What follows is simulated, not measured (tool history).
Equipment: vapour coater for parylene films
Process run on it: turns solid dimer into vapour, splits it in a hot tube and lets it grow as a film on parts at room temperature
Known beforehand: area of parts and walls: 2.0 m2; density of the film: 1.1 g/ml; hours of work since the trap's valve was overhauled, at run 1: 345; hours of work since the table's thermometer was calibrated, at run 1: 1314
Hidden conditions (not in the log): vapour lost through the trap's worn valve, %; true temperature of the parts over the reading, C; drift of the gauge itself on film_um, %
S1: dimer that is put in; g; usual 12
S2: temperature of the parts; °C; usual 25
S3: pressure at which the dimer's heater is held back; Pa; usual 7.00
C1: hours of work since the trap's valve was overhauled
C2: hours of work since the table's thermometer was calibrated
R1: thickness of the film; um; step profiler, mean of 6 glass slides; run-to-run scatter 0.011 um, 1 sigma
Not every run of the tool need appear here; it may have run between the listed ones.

| run | hour | S1 | S2 | S3 | C1 | C2 | R1 |
|---|---|---|---|---|---|---|---|
| 1 | 0.0 | 12 | 25 | 7.00 | 345 | 1314 | 2.58 |
| 2 | 43.2 | 12 | 25 | 7.00 | 376 | 1345 | 2.60 |
| 3 | 74.5 | 12 | 25 | 7.00 | 399 | 1368 | 2.58 |
| 4 | 122.9 | 12 | 27 | 7.00 | 434 | 1403 | 2.41 |
| 5 | 168.3 | 7 | 25 | 7.00 | 467 | 1436 | 1.50 |
| 6 | 220.6 | 19 | 25 | 7.00 | 506 | 1475 | 4.09 |
| 7 | 257.1 | 19 | 25 | 7.00 | 532 | 1501 | 4.10 |
| 8 | 295.2 | 12 | 25 | 3.58 | 560 | 1529 | 3.01 |
| 9 | 323.4 | 12 | 25 | 3.58 | 581 | 1550 | 3.00 |
| 10 | 363.3 | 12 | 25 | 7.00 | 610 | 1579 | 2.59 |
|  | 392.1 | trap's valve overhauled |
| 11 | 418.2 | 12 | 25 | 7.00 | 19 | 1616 | 2.58 |
| 12 | 448.4 | 12 | 25 | 7.00 | 41 | 1638 | 2.60 |
| 13 | 503.8 | 7 | 25 | 9.19 | 82 | 1678 | 1.42 |
| 14 | 539.9 | 7 | 21 | 11.06 | 108 | 1705 | 1.53 |
| 15 | 588.8 | 12 | 25 | 2.63 | 144 | 1740 | 3.22 |
| 16 | 625.0 | 8 | 23 | 2.57 | 170 | 1767 | 2.31 |
| 17 | 672.6 | 8 | 23 | 2.57 | 205 | 1801 | 2.29 |
| 18 | 714.5 | 8 | 21 | 2.21 | 235 | 1832 | 2.54 |
| 19 | 764.2 | 9 | 19 | 3.02 | 272 | 1868 | 2.84 |
| 20 | 801.9 | 8 | 34 | 7.00 | 299 | 1896 | 1.30 |
| 21 | 835.0 | 8 | 34 | 7.00 | 323 | 1920 | 1.31 |
| 22 | 859.3 | 8 | 34 | 7.00 | 341 | 1938 | 1.29 |

Predict each of these 5 candidate next runs independently; none follows another, all start after run 22:
| A | 904.0 | 11 | 25 | 7.00 | 374 | 1970 | ? |
| B | 904.0 | 7 | 22 | 7.60 | 374 | 1970 | ? |
| C | 904.0 | 8 | 34 | 10.80 | 374 | 1970 | ? |
| D | 904.0 | 15 | 18 | 9.77 | 374 | 1970 | ? |
| E | 904.0 | 10 | 34 | 7.00 | 374 | 1970 | ? |

| run | R1 |
|---|---|
| A | 2.37 |
| B | 1.61 |
| C | 1.18 |
| D | 3.77 |
| E | 1.60 |
With the hidden condition removed and each run's random variation left untouched, the same runs would have given:
| run | R1 |
|---|---|
| A | 2.38 |
| B | 1.61 |
| C | 1.18 |
| D | 3.77 |
| E | 1.60 |

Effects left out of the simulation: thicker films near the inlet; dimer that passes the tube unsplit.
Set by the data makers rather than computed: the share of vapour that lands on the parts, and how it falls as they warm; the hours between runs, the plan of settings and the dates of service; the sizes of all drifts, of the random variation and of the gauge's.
